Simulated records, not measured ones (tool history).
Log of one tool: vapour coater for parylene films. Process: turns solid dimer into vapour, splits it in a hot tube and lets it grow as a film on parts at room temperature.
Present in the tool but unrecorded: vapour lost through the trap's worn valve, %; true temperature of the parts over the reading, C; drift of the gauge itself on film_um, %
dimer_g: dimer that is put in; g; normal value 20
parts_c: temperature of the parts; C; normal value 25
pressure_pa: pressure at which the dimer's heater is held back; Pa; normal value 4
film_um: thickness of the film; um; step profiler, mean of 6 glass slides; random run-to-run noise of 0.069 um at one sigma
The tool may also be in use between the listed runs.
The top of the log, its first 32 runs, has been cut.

run   hour  dimer_g  parts_c  pressure_pa  hours of work since the trap's valve was overhauled  hours of work since the table's thermometer was calibrated  film_um
     402.3  -- table's thermometer calibrated, once more
 33  405.8       22       29         4.83                                                  362                                                           2    10.98
 34  416.8       18       23         2.45                                                  369                                                           9    11.87
 35  425.3       14       23         3.76                                                  374                                                          14     8.35
 36  433.5       16       23         9.64                                                  379                                                          20     7.77
 37  447.9       16       23         9.64                                                  388                                                          29     7.83
 38  456.7       33       24         9.64                                                  394                                                          34    15.68
 39  474.5       33       35         2.23                                                  405                                                          46    17.55
 40  489.3       28       19        11.79                                                  414                                                          55    14.06
 41  498.1       15       19          5.6                                                  420                                                          60     8.77
 42  515.2       21       20         3.51                                                  431                                                          71    13.46
 43  529.8       18       25         7.86                                                  440                                                          80     8.74
 44  547.1       12       20         7.86                                                  451                                                          91     6.46
 45  557.5       29       24         7.86                                                  457                                                          98    14.36

The next listed run, before its measurement:
 46  565.6       20       36         2.16                                                  462                                                         103        ?

Run 46 measured film_um 10.36 um.
With no hidden state in the tool, this same run would have given film_um 10.84 um.

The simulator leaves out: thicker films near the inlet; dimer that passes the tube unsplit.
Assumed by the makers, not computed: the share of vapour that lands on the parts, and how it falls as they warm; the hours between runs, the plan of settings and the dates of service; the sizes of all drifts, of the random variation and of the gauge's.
